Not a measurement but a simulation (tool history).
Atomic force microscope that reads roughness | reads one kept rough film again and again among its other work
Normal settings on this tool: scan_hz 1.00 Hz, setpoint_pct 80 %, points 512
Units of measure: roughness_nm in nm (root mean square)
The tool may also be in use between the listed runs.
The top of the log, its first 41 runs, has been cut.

run 42 hour=2138.9 | scan_hz=0.57 setpoint_pct=63 points=300 | roughness_nm=3.284
-- hour=2200.6 new tip fitted
run 43 hour=2201.3 | scan_hz=0.52 setpoint_pct=63 points=334 | roughness_nm=3.383
run 44 hour=2255.7 | scan_hz=0.57 setpoint_pct=79 points=512 | roughness_nm=3.301
run 45 hour=2295.0 | scan_hz=1.20 setpoint_pct=80 points=296 | roughness_nm=3.208
run 46 hour=2343.4 | scan_hz=1.20 setpoint_pct=80 points=296 | roughness_nm=3.182
-- hour=2394.1 new tip fitted
run 47 hour=2409.7 | scan_hz=2.68 setpoint_pct=83 points=512 | roughness_nm=3.101
run 48 hour=2456.5 | scan_hz=2.68 setpoint_pct=83 points=512 | roughness_nm=3.074
run 49 hour=2521.9 | scan_hz=2.68 setpoint_pct=83 points=512 | roughness_nm=2.986
-- hour=2587.8 new tip fitted
run 50 hour=2593.7 | scan_hz=2.68 setpoint_pct=83 points=942 | roughness_nm=3.097
run 51 hour=2632.2 | scan_hz=2.68 setpoint_pct=83 points=942 | roughness_nm=3.043
run 52 hour=2699.7 | scan_hz=0.95 setpoint_pct=58 points=518 | roughness_nm=3.285

What if the next run were any one of these 4? Each begins from the tool's condition after run 52:
run A hour=2767.9 | scan_hz=1.40 setpoint_pct=65 points=458 | roughness_nm=?
run B hour=2767.9 | scan_hz=1.22 setpoint_pct=56 points=884 | roughness_nm=?
run C hour=2767.9 | scan_hz=1.43 setpoint_pct=58 points=398 | roughness_nm=?
run D hour=2767.9 | scan_hz=1.09 setpoint_pct=70 points=269 | roughness_nm=?

run=A roughness_nm=3.173
run=B roughness_nm=3.224
run=C roughness_nm=3.251
run=D roughness_nm=3.197
The same runs, with their run-to-run variation unchanged, on a tool lacking any hidden condition would have given:
run=A roughness_nm=3.378
run=B roughness_nm=3.433
run=C roughness_nm=3.461
run=D roughness_nm=3.404
